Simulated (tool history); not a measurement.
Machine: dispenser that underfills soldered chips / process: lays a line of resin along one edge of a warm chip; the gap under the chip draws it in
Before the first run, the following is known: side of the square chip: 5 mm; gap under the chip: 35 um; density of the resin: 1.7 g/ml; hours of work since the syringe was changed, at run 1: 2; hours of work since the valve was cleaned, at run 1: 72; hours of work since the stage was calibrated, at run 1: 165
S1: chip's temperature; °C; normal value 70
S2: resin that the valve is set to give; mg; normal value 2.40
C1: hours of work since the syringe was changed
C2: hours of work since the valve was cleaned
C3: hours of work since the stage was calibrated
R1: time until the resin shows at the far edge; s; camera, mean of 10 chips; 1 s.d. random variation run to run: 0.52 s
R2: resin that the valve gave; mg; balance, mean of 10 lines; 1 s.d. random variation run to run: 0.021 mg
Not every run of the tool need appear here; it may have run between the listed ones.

run 1 day=0.000 | S1=70 S2=2.40 | C1=2 C2=72 C3=165 | R1=50.7 R2=2.26
run 2 day=0.125 | S1=70 S2=2.40 | C1=5 C2=75 C3=167 | R1=62.1 R2=2.25
-- day=0.308 new syringe of resin
run 3 day=0.321 | S1=70 S2=2.64 | C1=0 C2=78 C3=171 | R1=42.9 R2=2.48
run 4 day=0.483 | S1=70 S2=2.56 | C1=3 C2=81 C3=174 | R1=55.2 R2=2.43
run 5 day=0.596 | S1=70 S2=2.56 | C1=6 C2=84 C3=176 | R1=64.4 R2=2.36
-- day=0.750 new syringe of resin
run 6 day=0.767 | S1=70 S2=2.56 | C1=0 C2=87 C3=179 | R1=43.1 R2=2.33
-- day=0.821 dispensing valve cleaned and set on the balance
run 7 day=0.938 | S1=70 S2=2.56 | C1=3 C2=2 C3=182 | R1=52.6 R2=2.56
run 8 day=1.062 | S1=70 S2=2.56 | C1=5 C2=5 C3=184 | R1=63.9 R2=2.54
run 9 day=1.188 | S1=70 S2=2.56 | C1=8 C2=7 C3=187 | R1=77.5 R2=2.52
-- day=1.233 new syringe of resin
run 10 day=1.308 | S1=70 S2=2.08 | C1=1 C2=9 C3=189 | R1=47.8 R2=2.07
run 11 day=1.483 | S1=85 S2=2.40 | C1=5 C2=12 C3=192 | R1=35.0 R2=2.37
run 12 day=1.596 | S1=85 S2=2.40 | C1=7 C2=15 C3=194 | R1=41.8 R2=2.41
-- day=1.675 new syringe of resin
run 13 day=1.812 | S1=85 S2=2.40 | C1=3 C2=19 C3=198 | R1=29.2 R2=2.38
run 14 day=2.038 | S1=85 S2=2.40 | C1=7 C2=23 C3=202 | R1=41.0 R2=2.35
-- day=2.117 new syringe of resin
run 15 day=2.208 | S1=70 S2=2.40 | C1=2 C2=26 C3=205 | R1=47.2 R2=2.33
run 16 day=2.458 | S1=70 S2=2.40 | C1=7 C2=31 C3=210 | R1=70.0 R2=2.32
-- day=2.571 new syringe of resin
run 17 day=2.721 | S1=63 S2=2.40 | C1=3 C2=35 C3=215 | R1=70.2 R2=2.33
run 18 day=2.883 | S1=70 S2=2.11 | C1=6 C2=38 C3=218 | R1=69.8 R2=2.06
-- day=3.008 new syringe of resin
run 19 day=3.121 | S1=65 S2=2.11 | C1=2 C2=43 C3=222 | R1=62.5 R2=2.03
run 20 day=3.371 | S1=65 S2=2.11 | C1=7 C2=48 C3=227 | R1=89.8 R2=2.02

The next listed run, before its measurement:
-- day=3.442 new syringe of resin
run 21 day=3.529 | S1=65 S2=2.11 | C1=2 C2=50 C3=230 | R1=? R2=?

Run 21 gave R1 59.6 s, R2 2.01 mg.
The same run, on a tool lacking any hidden state, would have yielded R1 53.0 s, R2 2.11 mg.
